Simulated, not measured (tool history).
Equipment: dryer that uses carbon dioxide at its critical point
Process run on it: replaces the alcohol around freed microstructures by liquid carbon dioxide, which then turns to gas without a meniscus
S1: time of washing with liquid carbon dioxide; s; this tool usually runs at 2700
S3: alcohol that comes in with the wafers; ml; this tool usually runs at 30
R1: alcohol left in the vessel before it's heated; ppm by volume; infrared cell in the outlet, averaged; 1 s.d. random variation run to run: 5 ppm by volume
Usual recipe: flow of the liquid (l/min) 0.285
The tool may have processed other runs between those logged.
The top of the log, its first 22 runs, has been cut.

Run 23, hour 635.8: usual settings but S1 4200 s. Result: R1 51 ppm by volume.
Run 24, hour 666.6: usual settings but S1 1860 s. Result: R1 347 ppm by volume.
Run 25, hour 691.8: usual settings but flow of the liquid (l/min) 0.221. Result: R1 225 ppm by volume.
Run 26, hour 719.5: usual settings but flow of the liquid (l/min) 0.221. Result: R1 219 ppm by volume.
Run 27, hour 752.2: usual settings but S1 2940 s, flow of the liquid (l/min) 0.46. Result: R1 56 ppm by volume.
At hour 772.6: inlet filter changed.
Run 28, hour 775.6: usual settings but S1 2940 s, flow of the liquid (l/min) 0.46. Result: R1 43 ppm by volume.
Run 29, hour 795.9: usual settings but S1 3480 s, flow of the liquid (l/min) 0.23. Result: R1 74 ppm by volume.
Run 30, hour 825.9: usual settings but S1 3480 s, flow of the liquid (l/min) 0.23. Result: R1 74 ppm by volume.
Run 31, hour 842: usual settings but S1 1980 s, flow of the liquid (l/min) 0.231, S3 112 ml. Result: R1 1407 ppm by volume.
Run 32, hour 873.7: usual settings but S1 2220 s, flow of the liquid (l/min) 0.191, S3 112 ml. Result: R1 1784 ppm by volume.
Run 33, hour 894.8: usual settings but S1 1920 s, flow of the liquid (l/min) 0.219. Result: R1 555 ppm by volume.
Run 34, hour 916.1: usual settings but S1 2580 s, flow of the liquid (l/min) 0.458, S3 57 ml. Result: R1 53 ppm by volume.
Run 35, hour 945.3: usual settings but S1 2580 s, flow of the liquid (l/min) 0.458, S3 57 ml. Result: R1 60 ppm by volume.
Run 36, hour 972.9: usual settings but S1 2880 s, flow of the liquid (l/min) 0.195, S3 51 ml. Result: R1 334 ppm by volume.
Run 37, hour 993.6: usual settings but S1 2880 s, flow of the liquid (l/min) 0.195, S3 51 ml. Result: R1 346 ppm by volume.
Run 38, hour 1021.5: usual settings but S1 1980 s, flow of the liquid (l/min) 0.337, S3 37 ml. Result: R1 167 ppm by volume.
Run 39, hour 1059.3: usual settings but S1 4260 s, flow of the liquid (l/min) 0.314, S3 47 ml. Result: R1 64 ppm by volume.
Run 40, hour 1083.9: usual settings but S1 4260 s, flow of the liquid (l/min) 0.314, S3 47 ml. Result: R1 68 ppm by volume.
Run 41, hour 1110.1: usual settings but S1 3300 s, flow of the liquid (l/min) 0.435, S3 46 ml. Result: R1 69 ppm by volume.
Run 42, hour 1147.2: usual settings but S1 4320 s, flow of the liquid (l/min) 0.479, S3 66 ml. Result: R1 73 ppm by volume.
Run 43, hour 1165.8: usual settings but flow of the liquid (l/min) 0.212. Result: R1 246 ppm by volume.
Run 44, hour 1189.9: usual settings but flow of the liquid (l/min) 0.212. Result: R1 253 ppm by volume.
Run 45, hour 1227.1: usual settings but S1 3420 s, flow of the liquid (l/min) 0.268, S3 32 ml. Result: R1 87 ppm by volume.
Run 46, hour 1265.3: usual settings but flow of the liquid (l/min) 0.261, S3 92 ml. Result: R1 307 ppm by volume.

Branching from run 46: 3 alternative next runs. What would each branch give?
At hour 1300.1: purifier's bed changed.
Run A, hour 1300.1: usual settings but S1 1740 s, S3 102 ml. Result: R1 ?.
At hour 1300.1: purifier's bed changed.
Run B, hour 1300.1: usual settings but flow of the liquid (l/min) 0.256, S3 21 ml. Result: R1 ?.
At hour 1300.1: purifier's bed changed.
Run C, hour 1300.1: usual settings but flow of the liquid (l/min) 0.288, S3 92 ml. Result: R1 ?.

run    R1
  A  1289
  B    73
  C   154
With the hidden condition removed and each run's random variation left untouched, the same runs would have given:
run   R1
  A  848
  B   45
  C   83

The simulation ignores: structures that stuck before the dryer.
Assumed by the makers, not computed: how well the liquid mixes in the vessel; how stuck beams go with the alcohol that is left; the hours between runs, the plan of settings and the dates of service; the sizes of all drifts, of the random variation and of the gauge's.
